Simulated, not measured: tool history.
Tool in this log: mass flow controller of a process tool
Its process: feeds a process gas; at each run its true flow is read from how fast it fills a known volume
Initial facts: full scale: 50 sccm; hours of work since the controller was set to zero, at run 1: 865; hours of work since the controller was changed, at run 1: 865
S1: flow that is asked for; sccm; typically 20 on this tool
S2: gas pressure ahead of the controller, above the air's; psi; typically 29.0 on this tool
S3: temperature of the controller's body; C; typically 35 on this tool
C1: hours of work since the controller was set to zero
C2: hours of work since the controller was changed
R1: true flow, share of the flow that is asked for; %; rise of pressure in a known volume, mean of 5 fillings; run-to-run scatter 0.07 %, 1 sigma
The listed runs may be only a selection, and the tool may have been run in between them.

Run 1, day 0.000: usual settings; C1 865; C2 865. Result: R1 99.22 %.
Run 2, day 2.358: usual settings; C1 908; C2 908. Result: R1 99.24 %.
Run 3, day 5.933: usual settings; C1 973; C2 973. Result: R1 99.19 %.
Run 4, day 9.354: usual settings; C1 1035; C2 1035. Result: R1 99.31 %.
Run 5, day 14.404: usual settings but S1 7 sccm; C1 1127; C2 1127. Result: R1 98.58 %.
Run 6, day 16.821: usual settings; C1 1171; C2 1171. Result: R1 99.20 %.
Run 7, day 19.796: usual settings but S3 31 C; C1 1225; C2 1225. Result: R1 99.20 %.
Run 8, day 23.504: usual settings but S1 30 sccm; C1 1292; C2 1292. Result: R1 100.06 %.
Run 9, day 27.904: usual settings but S1 30 sccm; C1 1372; C2 1372. Result: R1 99.88 %.
Run 10, day 30.379: usual settings but S1 30 sccm; C1 1417; C2 1417. Result: R1 100.03 %.
Run 11, day 35.025: usual settings but S1 30 sccm; C1 1501; C2 1501. Result: R1 99.96 %.
Run 12, day 37.212: usual settings but S1 30 sccm; C1 1541; C2 1541. Result: R1 100.12 %.
Run 13, day 39.621: usual settings but S1 30 sccm; C1 1584; C2 1584. Result: R1 100.11 %.
Run 14, day 42.079: usual settings but S2 29.9 psi, S3 21 C; C1 1629; C2 1629. Result: R1 98.86 %.
Run 15, day 44.492: usual settings but S1 35 sccm, S2 33.6 psi, S3 21 C; C1 1673; C2 1673. Result: R1 99.48 %.
Run 16, day 48.667: usual settings but S1 5 sccm, S2 21.5 psi, S3 36 C; C1 1749; C2 1749. Result: R1 99.51 %.
Run 17, day 52.488: usual settings but S1 10 sccm, S2 35.5 psi, S3 34 C; C1 1818; C2 1818. Result: R1 98.86 %.
Run 18, day 55.362: usual settings but S1 10 sccm, S2 35.5 psi, S3 34 C; C1 1870; C2 1870. Result: R1 98.80 %.
Run 19, day 59.067: usual settings but S1 10 sccm, S2 35.5 psi, S3 34 C; C1 1938; C2 1938. Result: R1 99.08 %.
Run 20, day 61.550: usual settings but S1 10 sccm, S2 27.6 psi, S3 32 C; C1 1983; C2 1983. Result: R1 99.42 %.
Run 21, day 66.129: usual settings but S1 10 sccm, S2 27.6 psi, S3 32 C; C1 2066; C2 2066. Result: R1 99.46 %.
Run 22, day 70.967: usual settings but S2 34.4 psi, S3 30 C; C1 2154; C2 2154. Result: R1 99.49 %.
Run 23, day 75.871: usual settings but S2 34.4 psi, S3 30 C; C1 2243; C2 2243. Result: R1 99.58 %.
Run 24, day 79.350: usual settings but S1 10 sccm, S2 37.3 psi, S3 25 C; C1 2306; C2 2306. Result: R1 98.67 %.
Run 25, day 82.421: usual settings but S1 47 sccm, S2 21.5 psi, S3 33 C; C1 2361; C2 2361. Result: R1 101.91 %.

Each row is a separate what-if for the run after 25, all from the same tool condition, not one after another. Results?
Run A, day 84.900: usual settings but S1 27 sccm, S2 20.7 psi, S3 36 C; C1 2406; C2 2406. Result: R1 ?.
Run B, day 84.900: usual settings but S1 48 sccm, S2 27.3 psi, S3 33 C; C1 2406; C2 2406. Result: R1 ?.
Run C, day 84.900: usual settings but S1 47 sccm, S2 22.6 psi, S3 33 C; C1 2406; C2 2406. Result: R1 ?.
Run D, day 84.900: usual settings but S1 8 sccm, S2 24.1 psi, S3 22 C; C1 2406; C2 2406. Result: R1 ?.

run      R1
  A  101.24
  B  101.53
  C  101.82
  D   99.27
With no hidden state in the tool, these same runs would have given:
run      R1
  A  100.08
  B  100.38
  C  100.66
  D   98.13
